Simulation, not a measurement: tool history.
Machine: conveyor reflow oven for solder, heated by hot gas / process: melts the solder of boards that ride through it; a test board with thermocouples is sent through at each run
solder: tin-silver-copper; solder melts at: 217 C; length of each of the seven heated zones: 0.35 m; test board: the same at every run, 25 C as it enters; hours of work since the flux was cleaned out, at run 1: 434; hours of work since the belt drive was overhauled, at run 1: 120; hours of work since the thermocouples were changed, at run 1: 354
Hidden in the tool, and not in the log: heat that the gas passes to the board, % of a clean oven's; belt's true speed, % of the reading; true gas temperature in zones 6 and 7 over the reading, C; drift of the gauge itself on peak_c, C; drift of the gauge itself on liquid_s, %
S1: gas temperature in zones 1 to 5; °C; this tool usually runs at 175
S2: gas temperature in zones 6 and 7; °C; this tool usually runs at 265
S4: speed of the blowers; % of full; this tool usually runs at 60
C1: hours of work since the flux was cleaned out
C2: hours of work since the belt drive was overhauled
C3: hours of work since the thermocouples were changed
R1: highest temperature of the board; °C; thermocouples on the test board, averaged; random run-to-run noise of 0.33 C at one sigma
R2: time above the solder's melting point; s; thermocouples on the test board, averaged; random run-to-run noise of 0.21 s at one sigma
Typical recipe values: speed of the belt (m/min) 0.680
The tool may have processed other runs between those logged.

run 1 hour=0.0 | S1=175 S2=265 speed_of_the_belt_(m/min)=0.680 S4=60 | C1=434 C2=120 C3=354 | R1=249.9 R2=45.0
run 2 hour=7.1 | S1=175 S2=265 speed_of_the_belt_(m/min)=0.680 S4=60 | C1=438 C2=124 C3=357 | R1=249.3 R2=45.1
run 3 hour=14.7 | S1=175 S2=265 speed_of_the_belt_(m/min)=0.706 S4=60 | C1=442 C2=128 C3=361 | R1=248.1 R2=42.4
run 4 hour=21.9 | S1=175 S2=265 speed_of_the_belt_(m/min)=0.680 S4=60 | C1=445 C2=132 C3=365 | R1=249.3 R2=45.5
run 5 hour=28.1 | S1=175 S2=265 speed_of_the_belt_(m/min)=0.680 S4=60 | C1=449 C2=135 C3=368 | R1=249.2 R2=45.2
run 6 hour=37.6 | S1=175 S2=265 speed_of_the_belt_(m/min)=0.680 S4=60 | C1=453 C2=140 C3=373 | R1=249.5 R2=44.9
run 7 hour=51.9 | S1=175 S2=265 speed_of_the_belt_(m/min)=0.680 S4=60 | C1=461 C2=147 C3=380 | R1=248.8 R2=45.4
run 8 hour=60.8 | S1=175 S2=265 speed_of_the_belt_(m/min)=0.680 S4=60 | C1=466 C2=152 C3=385 | R1=249.6 R2=44.7
run 9 hour=69.0 | S1=175 S2=265 speed_of_the_belt_(m/min)=0.680 S4=60 | C1=470 C2=156 C3=389 | R1=248.8 R2=44.6
run 10 hour=78.7 | S1=175 S2=270 speed_of_the_belt_(m/min)=0.680 S4=60 | C1=475 C2=161 C3=394 | R1=253.6 R2=47.5
run 11 hour=85.1 | S1=175 S2=265 speed_of_the_belt_(m/min)=0.680 S4=60 | C1=478 C2=164 C3=398 | R1=249.5 R2=44.8
run 12 hour=99.4 | S1=175 S2=265 speed_of_the_belt_(m/min)=0.680 S4=60 | C1=486 C2=172 C3=405 | R1=249.3 R2=45.3
run 13 hour=108.6 | S1=175 S2=265 speed_of_the_belt_(m/min)=0.680 S4=60 | C1=490 C2=177 C3=410 | R1=248.7 R2=44.7
-- hour=116.7 flux residue cleaned out of gas plates and filters
run 14 hour=121.7 | S1=175 S2=265 speed_of_the_belt_(m/min)=0.680 S4=60 | C1=3 C2=181 C3=414 | R1=252.1 R2=47.6
run 15 hour=132.6 | S1=175 S2=278 speed_of_the_belt_(m/min)=0.725 S4=60 | C1=8 C2=187 C3=420 | R1=261.9 R2=48.8
run 16 hour=141.6 | S1=175 S2=254 speed_of_the_belt_(m/min)=0.730 S4=54 | C1=13 C2=191 C3=425 | R1=239.0 R2=35.4
run 17 hour=148.5 | S1=164 S2=265 speed_of_the_belt_(m/min)=0.623 S4=60 | C1=17 C2=195 C3=428 | R1=253.2 R2=49.8
run 18 hour=157.2 | S1=164 S2=265 speed_of_the_belt_(m/min)=0.623 S4=60 | C1=21 C2=199 C3=433 | R1=252.4 R2=49.8
run 19 hour=167.3 | S1=164 S2=265 speed_of_the_belt_(m/min)=0.623 S4=60 | C1=26 C2=205 C3=438 | R1=252.4 R2=49.8
run 20 hour=175.5 | S1=178 S2=267 speed_of_the_belt_(m/min)=0.768 S4=64 | C1=31 C2=209 C3=442 | R1=251.4 R2=41.9
run 21 hour=186.8 | S1=178 S2=262 speed_of_the_belt_(m/min)=0.768 S4=70 | C1=36 C2=215 C3=448 | R1=247.8 R2=39.7
run 22 hour=193.7 | S1=178 S2=262 speed_of_the_belt_(m/min)=0.768 S4=70 | C1=40 C2=218 C3=452 | R1=246.9 R2=39.9
run 23 hour=206.7 | S1=178 S2=262 speed_of_the_belt_(m/min)=0.768 S4=70 | C1=47 C2=225 C3=458 | R1=247.8 R2=39.9
run 24 hour=220.6 | S1=178 S2=262 speed_of_the_belt_(m/min)=0.768 S4=70 | C1=54 C2=232 C3=466 | R1=247.7 R2=39.7
run 25 hour=231.6 | S1=178 S2=265 speed_of_the_belt_(m/min)=0.793 S4=60 | C1=60 C2=238 C3=471 | R1=247.3 R2=38.0
run 26 hour=241.1 | S1=164 S2=265 speed_of_the_belt_(m/min)=0.782 S4=60 | C1=65 C2=243 C3=476 | R1=245.0 R2=33.6
run 27 hour=253.0 | S1=164 S2=265 speed_of_the_belt_(m/min)=0.782 S4=60 | C1=71 C2=249 C3=482 | R1=245.5 R2=34.0

Same runs, no hidden state in the tool, same run-to-run variation:
run=1 R1=253.6 R2=47.8
run=2 R1=253.1 R2=48.0
run=3 R1=252.0 R2=45.4
run=4 R1=253.1 R2=48.4
run=5 R1=253.0 R2=48.1
run=6 R1=253.4 R2=47.9
run=7 R1=252.7 R2=48.4
run=8 R1=253.6 R2=47.7
run=9 R1=252.9 R2=47.6
run=10 R1=257.8 R2=50.2
run=11 R1=253.6 R2=47.8
run=12 R1=253.4 R2=48.4
run=13 R1=252.9 R2=47.9
run=14 R1=253.4 R2=48.2
run=15 R1=263.2 R2=49.3
run=16 R1=240.3 R2=36.4
run=17 R1=254.6 R2=50.5
run=18 R1=253.9 R2=50.6
run=19 R1=253.9 R2=50.6
run=20 R1=252.9 R2=42.6
run=21 R1=249.3 R2=40.5
run=22 R1=248.4 R2=40.8
run=23 R1=249.4 R2=40.8
run=24 R1=249.4 R2=40.6
run=25 R1=249.0 R2=39.0
run=26 R1=246.9 R2=34.8
run=27 R1=247.4 R2=35.2
